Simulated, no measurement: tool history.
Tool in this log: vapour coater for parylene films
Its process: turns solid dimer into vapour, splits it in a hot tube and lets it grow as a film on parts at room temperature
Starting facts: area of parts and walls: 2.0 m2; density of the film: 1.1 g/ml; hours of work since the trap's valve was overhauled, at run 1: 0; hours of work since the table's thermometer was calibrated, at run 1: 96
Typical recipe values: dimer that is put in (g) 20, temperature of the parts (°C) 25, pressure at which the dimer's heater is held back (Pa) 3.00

run	day	dimer that is put in (g)	temperature of the parts (°C)	pressure at which the dimer's heater is held back (Pa)	hours of work since the trap's valve was overhauled	hours of work since the table's thermometer was calibrated	thickness of the film (nm)
1	0.000	20	25	3.00	0	96	8010
2	0.725	11	25	3.00	12	108	4410
3	1.292	11	25	3.00	22	118	4410
4	1.929	20	25	3.00	33	129	7900
5	2.550	20	25	3.00	44	139	7890
6	3.221	20	25	3.00	55	151	7810
7	3.967	20	25	3.00	68	163	7840
8	4.417	20	25	3.50	76	171	7570
9	5.267	9	21	7.72	90	186	3270
10	5.729	10	30	6.30	98	194	2590
11	6.612	20	25	8.15	113	209	5990
12	7.121	20	25	2.99	122	217	7530
13	7.879	20	25	2.99	135	230	7530
14	8.650	20	25	2.99	148	244	7440
15	9.412	20	25	2.99	161	257	7400

Alternative continuations, all from the tool just after run 15; predict every row:
A	10.088	32	18	5.55	173	268	?
B	10.088	20	21	4.49	173	268	?
C	10.088	20	33	2.99	173	268	?
D	10.088	32	25	2.99	173	268	?
E	10.088	36	25	3.07	173	268	?

run	thickness of the film (nm)
A	13170
B	8070
C	5200
D	11880
E	13410
The same runs, with their run-to-run variation unchanged, on a tool lacking any hidden condition would have given:
run	thickness of the film (nm)
A	14200
B	8760
C	5650
D	12900
E	14550
